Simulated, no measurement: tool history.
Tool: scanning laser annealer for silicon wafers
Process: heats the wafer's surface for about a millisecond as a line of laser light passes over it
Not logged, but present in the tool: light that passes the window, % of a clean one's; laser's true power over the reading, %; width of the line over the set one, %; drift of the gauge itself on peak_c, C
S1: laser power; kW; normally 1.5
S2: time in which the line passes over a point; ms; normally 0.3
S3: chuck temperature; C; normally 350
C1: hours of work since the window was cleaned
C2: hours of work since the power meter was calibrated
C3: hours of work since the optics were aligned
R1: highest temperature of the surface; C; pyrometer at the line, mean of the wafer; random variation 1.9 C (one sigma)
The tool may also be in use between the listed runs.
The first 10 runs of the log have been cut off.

run   hour     S1     S2   S3  C1   C2  C3    R1
 11   93.1    1.5    0.3  350  18  253  18  1195
 12  104.3  1.293    0.3  350  23  259  24  1046
 13  111.6  1.293    0.3  350  27  262  27  1046
 14  119.2  1.293  0.263  350  30  266  31   996
 15  128.7   1.63    0.3  350  35  270  35  1293
 16  139.2   1.63    0.3  350  40  275  40  1294
 17  150.8  1.516    0.3  350  46  281  46  1208
 18  156.1    1.5    0.3  350  48  283  49  1192
 19  166.3    1.5    0.3  350  53  288  53  1194
 20  176.8    1.5    0.3  350  58  293  58  1196
 21  186.4    1.5    0.3  350  63  298  63  1196
 22    193  1.559    0.3  334  66  301  66  1223
 23  200.1  1.374    0.3  337  69  304  70  1091
 24  204.9  1.374    0.3  337  72  307  72  1090
 25    216  1.616  0.252  333  77  312  77  1176
 26  222.8  1.379  0.236  350  80  315  80  1011

Run 27 has not been measured yet. What should we expect?
 27  234.1  1.379  0.212  350  85  321  86   ?

Run 27 measured R1 969 C.
Without the tool's hidden state the same run would have given R1 969 C.

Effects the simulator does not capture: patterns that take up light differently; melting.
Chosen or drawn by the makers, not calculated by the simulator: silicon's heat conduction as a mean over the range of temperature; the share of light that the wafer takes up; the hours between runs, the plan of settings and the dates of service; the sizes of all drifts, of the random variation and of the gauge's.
